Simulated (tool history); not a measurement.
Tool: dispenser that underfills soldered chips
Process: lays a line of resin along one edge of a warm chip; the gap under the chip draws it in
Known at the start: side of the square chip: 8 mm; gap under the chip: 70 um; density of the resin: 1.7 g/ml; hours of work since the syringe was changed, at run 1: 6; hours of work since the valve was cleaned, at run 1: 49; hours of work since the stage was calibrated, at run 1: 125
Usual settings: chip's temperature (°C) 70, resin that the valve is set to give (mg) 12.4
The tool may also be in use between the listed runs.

run,hour,chip's temperature (°C),resin that the valve is set to give (mg),hours of work since the syringe was changed,hours of work since the valve was cleaned,hours of work since the stage was calibrated,time until the resin shows at the far edge (s),resin that the valve gave (mg)
1,0,70,12.4,6,49,125,20.5,12.11
# hour 4.7: new syringe of resin
2,7.2,70,12.4,2,54,129,15.8,12.17
3,13.5,70,12.4,6,58,134,20.2,11.97
# hour 17.9: new syringe of resin
4,22.1,70,12.4,3,63,139,17.4,11.97
5,28.2,70,12.4,7,67,143,20.7,11.98
# hour 31.2: new syringe of resin
6,37.6,70,13.6,4,73,149,17.9,13.1
# hour 44.7: new syringe of resin
7,47.3,70,13.6,2,79,155,16.1,12.94
8,52.9,70,13.6,5,83,159,19.8,13.04
# hour 58.6: new syringe of resin
9,63.8,70,11.2,3,90,166,18.4,10.59
10,68.7,70,12.4,7,93,169,22.2,11.72
# hour 72.4: new syringe of resin
11,79.9,70,15.1,5,100,176,19,14.19
# hour 85.7: new syringe of resin
12,89.4,70,15.1,2,106,182,16.6,14.26
13,94.1,70,15.1,5,109,185,19.8,14.3
# hour 98.8: new syringe of resin
14,105,70,15.1,4,116,192,18.7,14.07
# hour 112.3: new syringe of resin
15,113.1,70,15.1,1,121,197,14.7,14.15
16,123,82,13.2,7,127,203,13.2,12.24
# hour 124.7: dispensing valve cleaned and set on the balance
# hour 126.7: new syringe of resin
17,135.1,83,15.3,5,7,210,12.2,15.22
# hour 140.5: new syringe of resin
18,141.9,68,12.4,1,11,215,16.9,12.26
19,149.3,70,11.3,6,16,219,20.7,11.19
# hour 153.5: new syringe of resin
20,159,66,13.2,4,22,226,21.6,12.88
21,163.9,68,10.7,7,25,229,23.9,10.45
# hour 166.7: new syringe of resin
22,172.8,80,15.3,4,31,234,12.2,15.03
# hour 180.6: new syringe of resin
23,182.3,69,14.1,1,37,240,16.8,13.75
24,187.3,69,14.1,4,40,244,19.9,13.78
# hour 193.7: new syringe of resin
25,193.7,69,14.9,0,44,247,15.6,14.55
26,200.5,82,13.2,4,48,252,12.4,12.89
# hour 207.1: new syringe of resin
27,210.4,82,13.2,2,54,258,10.6,12.68
# hour 221: new syringe of resin
28,221.4,62,12.4,0,61,265,20.9,11.96
29,228.1,59,11.5,5,66,270,32,10.99
# hour 234.4: new syringe of resin
30,236.7,74,14.6,2,71,275,14.5,13.9

How the hidden state differs across the entries between the runs, from the last listed run before each to the first after it:
Between runs 1 and 2: new syringe of resin (hour 4.7)
  resin's viscosity, % of fresh resin's: 137.3 -> 110.6; dose that the valve gives, % of what is set: 97.47 -> 97.18; true chip temperature over the reading, C: -0.89 -> -0.92
  measured less the result without the state, time until the resin shows at the far edge (s): +6 -> +2.1; resin that the valve gave (mg): -0.32 -> -0.35
Between runs 3 and 4: new syringe of resin (hour 17.9)
  resin's viscosity, % of fresh resin's: 138.9 -> 115.6; dose that the valve gives, % of what is set: 96.93 -> 96.59; true chip temperature over the reading, C: -0.95 -> -0.98
  measured less the result without the state, time until the resin shows at the far edge (s): +6.3 -> +3; resin that the valve gave (mg): -0.38 -> -0.42
Between runs 5 and 6: new syringe of resin (hour 31.2)
  resin's viscosity, % of fresh resin's: 144 -> 124.7; dose that the valve gives, % of what is set: 96.35 -> 96.01; true chip temperature over the reading, C: -1.01 -> -1.05
  measured less the result without the state, time until the resin shows at the far edge (s): +7.2 -> +4.2; resin that the valve gave (mg): -0.46 -> -0.54
Between runs 6 and 7: new syringe of resin (hour 44.7)
  resin's viscosity, % of fresh resin's: 124.7 -> 110.9; dose that the valve gives, % of what is set: 96.01 -> 95.63; true chip temperature over the reading, C: -1.05 -> -1.08
  measured less the result without the state, time until the resin shows at the far edge (s): +4.2 -> +2.3; resin that the valve gave (mg): -0.54 -> -0.59
Between runs 8 and 9: new syringe of resin (hour 58.6)
  resin's viscosity, % of fresh resin's: 135.7 -> 121.9; dose that the valve gives, % of what is set: 95.42 -> 95; true chip temperature over the reading, C: -1.1 -> -1.15
  measured less the result without the state, time until the resin shows at the far edge (s): +5.9 -> +4.2; resin that the valve gave (mg): -0.62 -> -0.56
Between runs 10 and 11: new syringe of resin (hour 72.4)
  resin's viscosity, % of fresh resin's: 145.1 -> 129.1; dose that the valve gives, % of what is set: 94.81 -> 94.39; true chip temperature over the reading, C: -1.17 -> -1.22
  measured less the result without the state, time until the resin shows at the far edge (s): +7.5 -> +5; resin that the valve gave (mg): -0.64 -> -0.85
Between runs 11 and 12: new syringe of resin (hour 85.7)
  resin's viscosity, % of fresh resin's: 129.1 -> 112.9; dose that the valve gives, % of what is set: 94.39 -> 94.03; true chip temperature over the reading, C: -1.22 -> -1.25
  measured less the result without the state, time until the resin shows at the far edge (s): +5 -> +2.6; resin that the valve gave (mg): -0.85 -> -0.9
Between runs 13 and 14: new syringe of resin (hour 98.8)
  resin's viscosity, % of fresh resin's: 133.3 -> 125.1; dose that the valve gives, % of what is set: 93.86 -> 93.45; true chip temperature over the reading, C: -1.27 -> -1.32
  measured less the result without the state, time until the resin shows at the far edge (s): +5.6 -> +4.5; resin that the valve gave (mg): -0.93 -> -0.99
Between runs 14 and 15: new syringe of resin (hour 112.3)
  resin's viscosity, % of fresh resin's: 125.1 -> 102.2; dose that the valve gives, % of what is set: 93.45 -> 93.17; true chip temperature over the reading, C: -1.32 -> -1.35
  measured less the result without the state, time until the resin shows at the far edge (s): +4.5 -> +1.2; resin that the valve gave (mg): -0.99 -> -1.03
Between runs 16 and 17: dispensing valve cleaned and set on the balance (hour 124.7); new syringe of resin (hour 126.7)
  resin's viscosity, % of fresh resin's: 146.2 -> 134.8; dose that the valve gives, % of what is set: 92.78 -> 99.54; true chip temperature over the reading, C: -1.39 -> -1.43
  measured less the result without the state, time until the resin shows at the far edge (s): +4.8 -> +3.6; resin that the valve gave (mg): -0.96 -> -0.07
Between runs 17 and 18: new syringe of resin (hour 140.5)
  resin's viscosity, % of fresh resin's: 134.8 -> 103.7; dose that the valve gives, % of what is set: 99.54 -> 99.28; true chip temperature over the reading, C: -1.43 -> -1.46
  measured less the result without the state, time until the resin shows at the far edge (s): +3.6 -> +1.6; resin that the valve gave (mg): -0.07 -> -0.09
Between runs 19 and 20: new syringe of resin (hour 153.5)
  resin's viscosity, % of fresh resin's: 135.3 -> 120.1; dose that the valve gives, % of what is set: 98.99 -> 98.61; true chip temperature over the reading, C: -1.49 -> -1.53
  measured less the result without the state, time until the resin shows at the far edge (s): +6.2 -> +4.7; resin that the valve gave (mg): -0.11 -> -0.18
Between runs 21 and 22: new syringe of resin (hour 166.7)
  resin's viscosity, % of fresh resin's: 143 -> 126; dose that the valve gives, % of what is set: 98.42 -> 98.07; true chip temperature over the reading, C: -1.55 -> -1.58
  measured less the result without the state, time until the resin shows at the far edge (s): +8.3 -> +3.1; resin that the valve gave (mg): -0.17 -> -0.29
Between runs 22 and 23: new syringe of resin (hour 180.6)
  resin's viscosity, % of fresh resin's: 126 -> 106.2; dose that the valve gives, % of what is set: 98.07 -> 97.74; true chip temperature over the reading, C: -1.58 -> -1.62
  measured less the result without the state, time until the resin shows at the far edge (s): +3.1 -> +2; resin that the valve gave (mg): -0.29 -> -0.32
Between runs 24 and 25: new syringe of resin (hour 193.7)
  resin's viscosity, % of fresh resin's: 126.8 -> 99.6; dose that the valve gives, % of what is set: 97.55 -> 97.32; true chip temperature over the reading, C: -1.64 -> -1.67
  measured less the result without the state, time until the resin shows at the far edge (s): +5.3 -> +1; resin that the valve gave (mg): -0.34 -> -0.4
Between runs 26 and 27: new syringe of resin (hour 207.1)
  resin's viscosity, % of fresh resin's: 127.1 -> 114.3; dose that the valve gives, % of what is set: 97.04 -> 96.63; true chip temperature over the reading, C: -1.7 -> -1.73
  measured less the result without the state, time until the resin shows at the far edge (s): +3.1 -> +2; resin that the valve gave (mg): -0.39 -> -0.45
Between runs 27 and 28: new syringe of resin (hour 221)
  resin's viscosity, % of fresh resin's: 114.3 -> 99.9; dose that the valve gives, % of what is set: 96.63 -> 96.23; true chip temperature over the reading, C: -1.73 -> -1.78
  measured less the result without the state, time until the resin shows at the far edge (s): +2 -> +1.7; resin that the valve gave (mg): -0.45 -> -0.47
Between runs 29 and 30: new syringe of resin (hour 234.4)
  resin's viscosity, % of fresh resin's: 126.9 -> 109.2; dose that the valve gives, % of what is set: 95.97 -> 95.66; true chip temperature over the reading, C: -1.8 -> -1.84
  measured less the result without the state, time until the resin shows at the far edge (s): +8.8 -> +2.2; resin that the valve gave (mg): -0.46 -> -0.63
